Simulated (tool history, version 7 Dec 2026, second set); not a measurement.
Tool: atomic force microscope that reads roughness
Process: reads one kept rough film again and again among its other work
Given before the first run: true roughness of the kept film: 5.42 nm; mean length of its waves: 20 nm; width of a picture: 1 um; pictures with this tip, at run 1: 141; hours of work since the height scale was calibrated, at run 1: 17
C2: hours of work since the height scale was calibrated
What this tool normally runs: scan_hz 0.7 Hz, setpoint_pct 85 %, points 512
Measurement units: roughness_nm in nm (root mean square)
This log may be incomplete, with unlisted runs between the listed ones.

{"run": 1, "day": 0.0, "scan_hz": 0.7, "setpoint_pct": 85, "points": 512, "pictures with this tip": 141, "C2": 17, "roughness_nm": 2.21}
{"run": 2, "day": 1.321, "scan_hz": 0.7, "setpoint_pct": 85, "points": 512, "pictures with this tip": 178, "C2": 38, "roughness_nm": 1.992}
{"day": 1.779, "done": "new tip fitted"}
{"run": 3, "day": 2.896, "scan_hz": 0.7, "setpoint_pct": 85, "points": 512, "pictures with this tip": 32, "C2": 63, "roughness_nm": 3.22}
{"run": 4, "day": 4.117, "scan_hz": 0.7, "setpoint_pct": 80, "points": 512, "pictures with this tip": 66, "C2": 82, "roughness_nm": 2.804}
{"run": 5, "day": 5.038, "scan_hz": 0.7, "setpoint_pct": 80, "points": 512, "pictures with this tip": 92, "C2": 97, "roughness_nm": 2.584}
{"run": 6, "day": 5.992, "scan_hz": 0.7, "setpoint_pct": 67, "points": 512, "pictures with this tip": 119, "C2": 113, "roughness_nm": 2.45}
{"run": 7, "day": 7.162, "scan_hz": 2.996, "setpoint_pct": 85, "points": 512, "pictures with this tip": 151, "C2": 131, "roughness_nm": 1.954}
{"day": 8.467, "done": "new tip fitted"}
{"run": 8, "day": 8.733, "scan_hz": 2.996, "setpoint_pct": 85, "points": 512, "pictures with this tip": 7, "C2": 156, "roughness_nm": 3.254}
{"day": 8.9, "done": "height scale calibrated on a step standard"}
{"run": 9, "day": 9.529, "scan_hz": 2.996, "setpoint_pct": 85, "points": 512, "pictures with this tip": 28, "C2": 10, "roughness_nm": 2.963}
{"run": 10, "day": 11.083, "scan_hz": 2.996, "setpoint_pct": 85, "points": 512, "pictures with this tip": 72, "C2": 35, "roughness_nm": 2.497}
{"run": 11, "day": 12.275, "scan_hz": 0.6, "setpoint_pct": 78, "points": 313, "pictures with this tip": 105, "C2": 54, "roughness_nm": 2.536}
{"run": 12, "day": 13.196, "scan_hz": 2.908, "setpoint_pct": 57, "points": 313, "pictures with this tip": 131, "C2": 69, "roughness_nm": 2.32}
{"run": 13, "day": 14.446, "scan_hz": 2.908, "setpoint_pct": 57, "points": 313, "pictures with this tip": 166, "C2": 89, "roughness_nm": 2.118}
{"day": 15.267, "done": "new tip fitted"}
{"run": 14, "day": 16.125, "scan_hz": 1.087, "setpoint_pct": 85, "points": 512, "pictures with this tip": 24, "C2": 116, "roughness_nm": 3.288}
{"day": 16.629, "done": "height scale calibrated on a step standard, once more"}
{"run": 15, "day": 17.354, "scan_hz": 0.636, "setpoint_pct": 73, "points": 512, "pictures with this tip": 57, "C2": 12, "roughness_nm": 3.01}
{"run": 16, "day": 18.175, "scan_hz": 0.636, "setpoint_pct": 73, "points": 512, "pictures with this tip": 80, "C2": 25, "roughness_nm": 2.804}
{"run": 17, "day": 19.867, "scan_hz": 0.7, "setpoint_pct": 60, "points": 438, "pictures with this tip": 128, "C2": 52, "roughness_nm": 2.424}

What if the next run were any one of these 3? Each begins from the tool's condition after run 17:
{"run": "A", "day": 20.958, "scan_hz": 0.7, "setpoint_pct": 77, "points": 438, "pictures with this tip": 159, "C2": 69, "roughness_nm": "?"}
{"run": "B", "day": 20.958, "scan_hz": 0.7, "setpoint_pct": 63, "points": 438, "pictures with this tip": 159, "C2": 69, "roughness_nm": "?"}
{"run": "C", "day": 20.958, "scan_hz": 0.7, "setpoint_pct": 83, "points": 438, "pictures with this tip": 159, "C2": 69, "roughness_nm": "?"}

run=A roughness_nm=2.188
run=B roughness_nm=2.227
run=C roughness_nm=2.183
With no hidden state in the tool, these same runs would have given:
run=A roughness_nm=3.795
run=B roughness_nm=3.855
run=C roughness_nm=3.783

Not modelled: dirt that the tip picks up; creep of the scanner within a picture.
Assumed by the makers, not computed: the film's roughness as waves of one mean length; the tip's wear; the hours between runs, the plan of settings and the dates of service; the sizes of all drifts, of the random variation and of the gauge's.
